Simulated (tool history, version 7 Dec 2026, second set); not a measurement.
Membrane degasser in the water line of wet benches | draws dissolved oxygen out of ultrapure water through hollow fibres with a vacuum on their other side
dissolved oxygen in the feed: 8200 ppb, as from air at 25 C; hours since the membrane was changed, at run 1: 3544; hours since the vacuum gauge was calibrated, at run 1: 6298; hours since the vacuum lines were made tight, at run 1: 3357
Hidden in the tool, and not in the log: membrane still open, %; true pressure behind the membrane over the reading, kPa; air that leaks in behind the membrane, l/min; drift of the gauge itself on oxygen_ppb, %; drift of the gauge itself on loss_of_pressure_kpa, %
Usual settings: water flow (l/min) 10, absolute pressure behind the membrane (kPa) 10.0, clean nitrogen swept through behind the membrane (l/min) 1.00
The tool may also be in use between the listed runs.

run	day	water flow (l/min)	absolute pressure behind the membrane (kPa)	clean nitrogen swept through behind the membrane (l/min)	hours since the membrane was changed	hours since the vacuum gauge was calibrated	hours since the vacuum lines were made tight	dissolved oxygen in the water behind the degasser (ppb)	pressure that the water loses in the fibres (kPa)
1	0.000	10	10.0	1.00	3544	6298	3357	166.1	26.84
2	4.600	10	10.0	0.41	3655	6409	3467	356.3	27.13
3	6.675	15	10.0	1.00	3705	6458	3517	235.7	40.46
4	8.808	15	10.0	1.00	3756	6510	3568	243.0	40.52
5	11.508	15	10.0	1.00	3821	6574	3633	239.3	40.56
6	15.325	15	10.0	1.00	3912	6666	3725	241.9	40.56
7	18.383	15	10.0	1.00	3986	6739	3798	241.4	40.50
8	21.379	15	10.0	1.00	4058	6811	3870	238.2	40.54
9	24.083	7	11.0	0.91	4122	6876	3935	145.3	18.98
10	27.425	8	10.0	1.85	4203	6956	4015	75.7	21.81
11	30.112	10	10.0	1.60	4267	7021	4080	107.8	26.88
12	34.108	7	10.0	0.45	4363	7117	4176	240.0	18.97
13	36.617	6	10.2	0.65	4423	7177	4236	150.3	16.28

5 ways to go on from here, each from the tool as it stands after run 13. What would each give?
A	39.042	13	10.5	2.39	4481	7235	4294	?	?
B	39.042	6	22.1	2.67	4481	7235	4294	?	?
C	39.042	13	10.0	1.31	4481	7235	4294	?	?
D	39.042	16	10.2	0.58	4481	7235	4294	?	?
E	39.042	10	14.6	0.78	4481	7235	4294	?	?

run	dissolved oxygen in the water behind the degasser (ppb)	pressure that the water loses in the fibres (kPa)
A	103.0	34.72
B	106.9	16.26
C	165.3	35.08
D	409.0	43.29
E	333.7	27.09
Without the tool's hidden state the same runs would have given:
run	dissolved oxygen in the water behind the degasser (ppb)	pressure that the water loses in the fibres (kPa)
A	102.8	34.71
B	106.7	16.25
C	164.9	35.07
D	408.2	43.27
E	333.2	27.08
